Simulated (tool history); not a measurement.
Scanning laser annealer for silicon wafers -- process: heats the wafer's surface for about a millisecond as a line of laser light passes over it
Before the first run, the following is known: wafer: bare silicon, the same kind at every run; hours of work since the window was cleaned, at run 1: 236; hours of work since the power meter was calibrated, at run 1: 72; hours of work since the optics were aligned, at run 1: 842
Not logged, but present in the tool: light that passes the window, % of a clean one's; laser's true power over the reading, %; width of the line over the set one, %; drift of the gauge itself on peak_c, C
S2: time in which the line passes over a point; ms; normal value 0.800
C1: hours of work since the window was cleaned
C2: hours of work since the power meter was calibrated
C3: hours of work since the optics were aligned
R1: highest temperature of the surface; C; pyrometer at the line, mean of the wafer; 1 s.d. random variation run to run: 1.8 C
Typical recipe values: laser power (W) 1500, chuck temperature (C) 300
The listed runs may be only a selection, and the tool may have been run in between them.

Run 1, day 0.000: usual settings; C1 236; C2 72; C3 842. Result: R1 1048 C.
Run 2, day 0.446: usual settings but laser power (W) 1475; C1 241; C2 76; C3 847. Result: R1 1030 C.
Run 3, day 1.071: usual settings but S2 0.563 ms; C1 248; C2 83; C3 854. Result: R1 943 C.
Run 4, day 1.908: usual settings but S2 0.563 ms; C1 257; C2 92; C3 863. Result: R1 940 C.
Run 5, day 2.542: usual settings but S2 0.915 ms; C1 263; C2 99; C3 869. Result: R1 1085 C.
Run 6, day 3.067: usual settings but S2 0.915 ms; C1 269; C2 104; C3 875. Result: R1 1088 C.
Run 7, day 3.558: usual settings but S2 0.589 ms; C1 274; C2 109; C3 880. Result: R1 951 C.
Run 8, day 4.329: usual settings but S2 0.920 ms; C1 282; C2 118; C3 888. Result: R1 1089 C.
Run 9, day 5.112: usual settings but S2 0.920 ms; C1 291; C2 126; C3 897. Result: R1 1088 C.
Run 10, day 5.621: usual settings but chuck temperature (C) 274; C1 296; C2 131; C3 902. Result: R1 1016 C.
Run 11, day 6.083: usual settings but chuck temperature (C) 274; C1 301; C2 136; C3 907. Result: R1 1014 C.
Run 12, day 6.496: usual settings but laser power (W) 1298, S2 0.580 ms, chuck temperature (C) 322; C1 305; C2 141; C3 912. Result: R1 857 C.
Run 13, day 7.375: usual settings but S2 0.646 ms, chuck temperature (C) 272; C1 315; C2 150; C3 921. Result: R1 951 C.
Run 14, day 7.996: usual settings but S2 0.623 ms, chuck temperature (C) 268; C1 321; C2 157; C3 928. Result: R1 934 C.
Run 15, day 8.842: usual settings but laser power (W) 1582, S2 0.803 ms, chuck temperature (C) 267; C1 330; C2 166; C3 937. Result: R1 1063 C.
Run 16, day 9.604: usual settings but laser power (W) 1582, S2 0.911 ms, chuck temperature (C) 267; C1 339; C2 174; C3 945. Result: R1 1106 C.
Run 17, day 10.488: usual settings but laser power (W) 1455, chuck temperature (C) 334; C1 348; C2 183; C3 954. Result: R1 1049 C.
Run 18, day 11.229: usual settings but laser power (W) 1611, S2 0.718 ms, chuck temperature (C) 334; C1 356; C2 191; C3 962. Result: R1 1108 C.
Run 19, day 12.079: usual settings but laser power (W) 1611, S2 0.718 ms, chuck temperature (C) 334; C1 365; C2 200; C3 971. Result: R1 1108 C.
Run 20, day 12.692: usual settings but laser power (W) 1465, S2 0.812 ms, chuck temperature (C) 309; C1 371; C2 207; C3 978. Result: R1 1029 C.

Each row is a separate what-if for the run after 20, all from the same tool condition, not one after another. Results?
Run A, day 13.583: usual settings but laser power (W) 1504, S2 0.726 ms; C1 381; C2 216; C3 987. Result: R1 ?.
Run B, day 13.583: usual settings but laser power (W) 1293, S2 0.578 ms, chuck temperature (C) 282; C1 381; C2 216; C3 987. Result: R1 ?.
Run C, day 13.583: usual settings but laser power (W) 1465, S2 0.595 ms, chuck temperature (C) 309; C1 381; C2 216; C3 987. Result: R1 ?.
Run D, day 13.583: usual settings but laser power (W) 1378, chuck temperature (C) 326; C1 381; C2 216; C3 987. Result: R1 ?.

run    R1
  A  1013
  B   811
  C   942
  D   986
Had the tool no hidden state, the same runs would have come out as:
run    R1
  A  1035
  B   827
  C   961
  D  1006
